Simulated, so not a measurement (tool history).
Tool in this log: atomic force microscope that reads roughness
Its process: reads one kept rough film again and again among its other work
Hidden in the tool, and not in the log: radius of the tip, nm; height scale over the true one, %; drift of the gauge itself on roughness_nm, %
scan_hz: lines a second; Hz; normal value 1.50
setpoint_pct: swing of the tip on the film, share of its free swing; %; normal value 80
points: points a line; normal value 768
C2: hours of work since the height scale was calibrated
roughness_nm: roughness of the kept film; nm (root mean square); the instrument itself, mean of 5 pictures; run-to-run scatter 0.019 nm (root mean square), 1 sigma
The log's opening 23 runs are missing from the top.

-- hour=711.8 new tip fitted
run 24 hour=748.2 | scan_hz=1.50 setpoint_pct=71 points=768 | pictures_with_this_tip=56 C2=419 | roughness_nm=4.832
run 25 hour=791.8 | scan_hz=1.08 setpoint_pct=80 points=639 | pictures_with_this_tip=123 C2=440 | roughness_nm=4.786
run 26 hour=811.7 | scan_hz=1.09 setpoint_pct=64 points=768 | pictures_with_this_tip=154 C2=449 | roughness_nm=4.989
run 27 hour=854.3 | scan_hz=1.09 setpoint_pct=64 points=768 | pictures_with_this_tip=220 C2=469 | roughness_nm=4.944
-- hour=871.4 new tip fitted
run 28 hour=892.0 | scan_hz=1.41 setpoint_pct=80 points=363 | pictures_with_this_tip=31 C2=487 | roughness_nm=4.666
run 29 hour=911.0 | scan_hz=1.41 setpoint_pct=80 points=363 | pictures_with_this_tip=61 C2=496 | roughness_nm=4.658
run 30 hour=943.7 | scan_hz=0.67 setpoint_pct=70 points=768 | pictures_with_this_tip=111 C2=511 | roughness_nm=5.026
run 31 hour=988.0 | scan_hz=1.50 setpoint_pct=60 points=349 | pictures_with_this_tip=180 C2=532 | roughness_nm=4.911
run 32 hour=1013.4 | scan_hz=1.50 setpoint_pct=60 points=349 | pictures_with_this_tip=219 C2=545 | roughness_nm=4.938
-- hour=1030.6 new tip fitted
run 33 hour=1050.0 | scan_hz=1.48 setpoint_pct=81 points=627 | pictures_with_this_tip=30 C2=562 | roughness_nm=4.630
run 34 hour=1092.7 | scan_hz=3.84 setpoint_pct=57 points=768 | pictures_with_this_tip=96 C2=582 | roughness_nm=4.840
run 35 hour=1119.2 | scan_hz=1.97 setpoint_pct=88 points=779 | pictures_with_this_tip=137 C2=594 | roughness_nm=4.279
run 36 hour=1147.0 | scan_hz=0.96 setpoint_pct=56 points=294 | pictures_with_this_tip=180 C2=608 | roughness_nm=5.027
run 37 hour=1178.2 | scan_hz=0.96 setpoint_pct=56 points=294 | pictures_with_this_tip=228 C2=622 | roughness_nm=5.033
-- hour=1189.1 new tip fitted
run 38 hour=1198.1 | scan_hz=2.70 setpoint_pct=56 points=281 | pictures_with_this_tip=14 C2=632 | roughness_nm=4.871
run 39 hour=1232.6 | scan_hz=2.70 setpoint_pct=56 points=281 | pictures_with_this_tip=67 C2=648 | roughness_nm=4.869
run 40 hour=1275.4 | scan_hz=1.52 setpoint_pct=55 points=259 | pictures_with_this_tip=133 C2=668 | roughness_nm=4.942
run 41 hour=1308.9 | scan_hz=2.01 setpoint_pct=90 points=903 | pictures_with_this_tip=185 C2=684 | roughness_nm=4.226
run 42 hour=1340.4 | scan_hz=3.06 setpoint_pct=72 points=813 | pictures_with_this_tip=234 C2=699 | roughness_nm=4.502
-- hour=1349.1 new tip fitted
run 43 hour=1385.1 | scan_hz=3.06 setpoint_pct=72 points=813 | pictures_with_this_tip=55 C2=720 | roughness_nm=4.519
run 44 hour=1410.5 | scan_hz=3.06 setpoint_pct=72 points=843 | pictures_with_this_tip=94 C2=732 | roughness_nm=4.494
run 45 hour=1431.7 | scan_hz=0.58 setpoint_pct=80 points=768 | pictures_with_this_tip=127 C2=742 | roughness_nm=4.932
run 46 hour=1472.8 | scan_hz=1.50 setpoint_pct=59 points=768 | pictures_with_this_tip=191 C2=762 | roughness_nm=4.986
-- hour=1508.2 new tip fitted
run 47 hour=1513.4 | scan_hz=3.89 setpoint_pct=65 points=862 | pictures_with_this_tip=8 C2=781 | roughness_nm=4.601

Below are 3 alternative next runs, each starting from the tool's condition after run 47. Predict each:
run A hour=1540.5 | scan_hz=2.27 setpoint_pct=65 points=862 | pictures_with_this_tip=50 C2=793 | roughness_nm=?
run B hour=1540.5 | scan_hz=1.02 setpoint_pct=69 points=603 | pictures_with_this_tip=50 C2=793 | roughness_nm=?
run C hour=1540.5 | scan_hz=0.73 setpoint_pct=80 points=296 | pictures_with_this_tip=50 C2=793 | roughness_nm=?

run=A roughness_nm=4.832
run=B roughness_nm=4.952
run=C roughness_nm=4.848
With no hidden state in the tool, these same runs would have given:
run=A roughness_nm=4.835
run=B roughness_nm=4.954
run=C roughness_nm=4.851
